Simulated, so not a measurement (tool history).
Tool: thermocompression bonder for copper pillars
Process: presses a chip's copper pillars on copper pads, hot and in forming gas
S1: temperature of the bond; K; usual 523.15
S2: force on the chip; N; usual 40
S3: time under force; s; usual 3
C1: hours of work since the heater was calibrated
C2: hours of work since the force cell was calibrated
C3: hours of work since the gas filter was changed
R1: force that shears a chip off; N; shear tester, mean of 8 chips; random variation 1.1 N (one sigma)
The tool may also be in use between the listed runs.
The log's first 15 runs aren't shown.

| run | hour | S1 | S2 | S3 | C1 | C2 | C3 | R1 |
|---|---|---|---|---|---|---|---|---|
| 16 | 794 | 523.15 | 40 | 2 | 253 | 134 | 185 | 91.4 |
| 17 | 842.5 | 523.15 | 40 | 2 | 285 | 166 | 217 | 88.3 |
| 18 | 910.4 | 523.15 | 40 | 2 | 329 | 210 | 261 | 91.6 |
| 19 | 962.3 | 542.15 | 40 | 2 | 363 | 244 | 295 | 107.6 |
| 20 | 1022.2 | 520.15 | 48 | 2 | 402 | 283 | 334 | 100.1 |
| 21 | 1085.9 | 523.15 | 33 | 3 | 444 | 325 | 376 | 85.1 |
| 22 | 1117.6 | 523.15 | 33 | 3 | 464 | 345 | 396 | 85.8 |
|  | 1136.5 | forming gas filter changed |
| 23 | 1170.3 | 510.15 | 29 | 5 | 498 | 379 | 22 | 77.9 |
| 24 | 1242.9 | 510.15 | 29 | 5 | 546 | 427 | 69 | 76.2 |
| 25 | 1305.2 | 527.15 | 35 | 3 | 586 | 467 | 110 | 97.1 |
| 26 | 1352.1 | 548.15 | 40 | 3 | 617 | 498 | 141 | 123.2 |
| 27 | 1393.7 | 529.15 | 40 | 2 | 644 | 525 | 168 | 99.4 |

Run 28 comes next. What will it give?
| 28 | 1459.7 | 529.15 | 28 | 7 | 687 | 568 | 211 | ? |

{"run 28": {"R1": 104.7}}
Without the tool's hidden state the same run would have given R1 102.8 N.
